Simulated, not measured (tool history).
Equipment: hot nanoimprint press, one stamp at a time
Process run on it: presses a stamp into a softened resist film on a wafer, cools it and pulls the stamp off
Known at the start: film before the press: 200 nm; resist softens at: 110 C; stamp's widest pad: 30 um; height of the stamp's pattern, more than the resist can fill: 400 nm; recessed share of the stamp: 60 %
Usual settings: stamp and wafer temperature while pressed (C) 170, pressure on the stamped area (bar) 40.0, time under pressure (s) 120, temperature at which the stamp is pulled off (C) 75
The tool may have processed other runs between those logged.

run	day	stamp and wafer temperature while pressed (C)	pressure on the stamped area (bar)	time under pressure (s)	temperature at which the stamp is pulled off (C)	resist left under the stamp's widest pad (nm)	greatest force while the stamp is pulled off (N)
1	0.000	170	40.0	120	75	103.8	220
2	0.312	170	40.0	117	75	104.8	216
3	0.575	170	40.0	120	75	104.6	221
4	0.875	170	40.0	120	75	103.1	224
5	1.275	170	40.0	120	75	104.6	224
6	1.900	170	30.4	120	75	115.7	226
7	2.262	171	40.0	120	75	98.1	221
8	2.783	171	40.0	120	75	99.0	223
9	3.225	171	40.0	120	75	98.3	222
10	3.708	170	40.0	120	75	104.8	225
11	4.038	170	40.0	120	75	105.4	228
12	4.562	170	40.0	120	75	104.2	234
13	4.912	170	40.0	120	75	104.8	232
14	5.317	170	40.0	120	75	105.1	230
15	5.696	170	40.0	120	75	104.6	236
16	5.983	170	42.6	114	65	103.5	271
17	6.421	170	42.6	114	65	104.6	267
# day 6.992: plate thermocouple calibrated
18	7.029	169	57.6	96	75	101.2	234
19	7.404	162	39.3	149	75	143.3	233
20	7.762	175	44.9	202	76	58.2	230
21	8.362	177	44.9	145	76	59.7	244

Run 22 is up next; what results do you expect?
22	8.854	177	44.9	145	76	?	?

resist left under the stamp's widest pad (nm): 58.5
greatest force while the stamp is pulled off (N): 233
With the hidden condition absent and the run-to-run variation left alone, this run would have shown resist left under the stamp's widest pad (nm) 57.1, greatest force while the stamp is pulled off (N) 199.

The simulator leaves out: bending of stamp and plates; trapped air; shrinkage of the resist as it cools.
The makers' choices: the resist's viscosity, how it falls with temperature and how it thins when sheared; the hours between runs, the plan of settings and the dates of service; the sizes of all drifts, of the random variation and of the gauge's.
